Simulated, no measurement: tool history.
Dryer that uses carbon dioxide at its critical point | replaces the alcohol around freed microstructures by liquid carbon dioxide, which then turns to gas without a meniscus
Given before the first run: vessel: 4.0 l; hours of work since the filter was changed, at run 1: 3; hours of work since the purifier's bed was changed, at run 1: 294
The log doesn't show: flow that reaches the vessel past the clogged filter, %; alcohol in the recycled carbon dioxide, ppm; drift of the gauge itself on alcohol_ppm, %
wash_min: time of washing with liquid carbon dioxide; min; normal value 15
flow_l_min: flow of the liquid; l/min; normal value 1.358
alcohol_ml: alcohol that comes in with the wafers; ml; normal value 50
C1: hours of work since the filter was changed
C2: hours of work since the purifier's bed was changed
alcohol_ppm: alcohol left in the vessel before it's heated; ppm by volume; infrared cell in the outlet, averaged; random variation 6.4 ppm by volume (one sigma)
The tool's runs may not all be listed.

run 1 day=0.000 | wash_min=15 flow_l_min=1.358 alcohol_ml=50 | C1=3 C2=294 | alcohol_ppm=349
run 2 day=0.483 | wash_min=15 flow_l_min=1.358 alcohol_ml=50 | C1=10 C2=301 | alcohol_ppm=347
run 3 day=0.842 | wash_min=15 flow_l_min=0.940 alcohol_ml=50 | C1=14 C2=306 | alcohol_ppm=1001
run 4 day=1.179 | wash_min=15 flow_l_min=0.940 alcohol_ml=50 | C1=19 C2=310 | alcohol_ppm=999
run 5 day=1.729 | wash_min=15 flow_l_min=0.940 alcohol_ml=35 | C1=26 C2=318 | alcohol_ppm=722
run 6 day=2.267 | wash_min=15 flow_l_min=0.940 alcohol_ml=35 | C1=34 C2=325 | alcohol_ppm=739
run 7 day=2.729 | wash_min=15 flow_l_min=0.940 alcohol_ml=35 | C1=40 C2=331 | alcohol_ppm=776
run 8 day=3.192 | wash_min=15 flow_l_min=0.940 alcohol_ml=35 | C1=46 C2=338 | alcohol_ppm=738
run 9 day=3.608 | wash_min=13 flow_l_min=1.358 alcohol_ml=50 | C1=52 C2=343 | alcohol_ppm=552
run 10 day=3.954 | wash_min=10 flow_l_min=0.890 alcohol_ml=50 | C1=57 C2=348 | alcohol_ppm=2609
run 11 day=4.254 | wash_min=10 flow_l_min=0.890 alcohol_ml=50 | C1=61 C2=352 | alcohol_ppm=2441
run 12 day=4.829 | wash_min=16 flow_l_min=1.300 alcohol_ml=50 | C1=69 C2=360 | alcohol_ppm=383
run 13 day=5.079 | wash_min=15 flow_l_min=1.358 alcohol_ml=113 | C1=72 C2=363 | alcohol_ppm=769
run 14 day=5.667 | wash_min=15 flow_l_min=1.358 alcohol_ml=113 | C1=80 C2=371 | alcohol_ppm=772
run 15 day=6.258 | wash_min=15 flow_l_min=1.358 alcohol_ml=113 | C1=88 C2=379 | alcohol_ppm=797

For run 16, what comes out?
run 16 day=6.779 | wash_min=15 flow_l_min=1.358 alcohol_ml=113 | C1=95 C2=386 | alcohol_ppm=?

For run 16 the tool returned alcohol_ppm 797 ppm by volume.
Take away the tool's hidden state, keep the run-to-run variation as it was, and the same run would have given alcohol_ppm 599 ppm by volume.

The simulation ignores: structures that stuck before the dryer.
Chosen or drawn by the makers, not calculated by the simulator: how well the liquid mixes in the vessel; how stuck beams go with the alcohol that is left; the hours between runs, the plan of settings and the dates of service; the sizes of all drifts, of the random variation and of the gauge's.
